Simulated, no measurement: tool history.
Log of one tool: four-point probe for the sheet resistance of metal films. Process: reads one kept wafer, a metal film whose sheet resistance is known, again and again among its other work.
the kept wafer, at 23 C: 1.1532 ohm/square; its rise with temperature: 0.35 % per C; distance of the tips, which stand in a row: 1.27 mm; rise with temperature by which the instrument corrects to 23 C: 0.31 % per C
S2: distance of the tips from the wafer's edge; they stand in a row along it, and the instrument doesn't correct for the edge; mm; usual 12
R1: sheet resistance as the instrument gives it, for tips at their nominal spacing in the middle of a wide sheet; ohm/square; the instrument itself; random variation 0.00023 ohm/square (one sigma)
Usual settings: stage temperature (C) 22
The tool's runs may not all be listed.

{"run": 1, "hour": 0.0, "stage temperature (C)": 22, "S2": 12, "R1": 1.160148}
{"run": 2, "hour": 19.3, "stage temperature (C)": 22, "S2": 12, "R1": 1.160058}
{"run": 3, "hour": 34.5, "stage temperature (C)": 22, "S2": 12, "R1": 1.159748}
{"run": 4, "hour": 60.0, "stage temperature (C)": 22, "S2": 12, "R1": 1.159633}
{"run": 5, "hour": 77.5, "stage temperature (C)": 22, "S2": 12, "R1": 1.160326}
{"run": 6, "hour": 103.5, "stage temperature (C)": 22, "S2": 12, "R1": 1.159594}
{"run": 7, "hour": 130.7, "stage temperature (C)": 22, "S2": 12, "R1": 1.1597}
{"run": 8, "hour": 155.5, "stage temperature (C)": 22, "S2": 12, "R1": 1.159723}
{"run": 9, "hour": 174.6, "stage temperature (C)": 22, "S2": 12, "R1": 1.160266}
{"run": 10, "hour": 201.4, "stage temperature (C)": 22, "S2": 12, "R1": 1.159913}
{"run": 11, "hour": 228.8, "stage temperature (C)": 21, "S2": 12, "R1": 1.159693}
{"run": 12, "hour": 250.3, "stage temperature (C)": 21, "S2": 17, "R1": 1.155742}
{"run": 13, "hour": 278.1, "stage temperature (C)": 21, "S2": 17, "R1": 1.155834}
{"run": 14, "hour": 303.9, "stage temperature (C)": 21, "S2": 17, "R1": 1.156132}
{"run": 15, "hour": 323.3, "stage temperature (C)": 22, "S2": 12, "R1": 1.160094}
{"run": 16, "hour": 347.3, "stage temperature (C)": 18, "S2": 12, "R1": 1.157512}
{"run": 17, "hour": 372.5, "stage temperature (C)": 18, "S2": 12, "R1": 1.157443}
{"run": 18, "hour": 401.7, "stage temperature (C)": 18, "S2": 21, "R1": 1.153105}
{"run": 19, "hour": 418.8, "stage temperature (C)": 18, "S2": 21, "R1": 1.152921}
{"run": 20, "hour": 432.3, "stage temperature (C)": 18, "S2": 21, "R1": 1.152934}
{"run": 21, "hour": 450.7, "stage temperature (C)": 22, "S2": 4, "R1": 1.212132}
{"run": 22, "hour": 467.3, "stage temperature (C)": 22, "S2": 9, "R1": 1.165239}
{"run": 23, "hour": 485.9, "stage temperature (C)": 22, "S2": 12, "R1": 1.159606}
{"run": 24, "hour": 514.7, "stage temperature (C)": 33, "S2": 9, "R1": 1.169786}
{"run": 25, "hour": 531.5, "stage temperature (C)": 30, "S2": 21, "R1": 1.158819}
{"run": 26, "hour": 548.3, "stage temperature (C)": 34, "S2": 6, "R1": 1.185573}
{"run": 27, "hour": 574.4, "stage temperature (C)": 34, "S2": 6, "R1": 1.18564}
{"run": 28, "hour": 603.9, "stage temperature (C)": 26, "S2": 47, "R1": 1.155246}
{"run": 29, "hour": 627.3, "stage temperature (C)": 30, "S2": 62, "R1": 1.156575}
{"run": 30, "hour": 644.4, "stage temperature (C)": 30, "S2": 6, "R1": 1.18394}
{"run": 31, "hour": 667.5, "stage temperature (C)": 20, "S2": 9, "R1": 1.163777}
{"run": 32, "hour": 694.7, "stage temperature (C)": 20, "S2": 9, "R1": 1.164012}
{"run": 33, "hour": 717.1, "stage temperature (C)": 20, "S2": 9, "R1": 1.163917}
{"run": 34, "hour": 734.6, "stage temperature (C)": 29, "S2": 20, "R1": 1.158414}
{"run": 35, "hour": 763.0, "stage temperature (C)": 29, "S2": 20, "R1": 1.158463}
{"run": 36, "hour": 786.2, "stage temperature (C)": 34, "S2": 27, "R1": 1.159613}

Forecast run 37:
{"run": 37, "hour": 815.4, "stage temperature (C)": 20, "S2": 15, "R1": "?"}

R1: 1.156178 ohm/square
Without the tool's hidden state the same run would have given R1 1.15607 ohm/square.

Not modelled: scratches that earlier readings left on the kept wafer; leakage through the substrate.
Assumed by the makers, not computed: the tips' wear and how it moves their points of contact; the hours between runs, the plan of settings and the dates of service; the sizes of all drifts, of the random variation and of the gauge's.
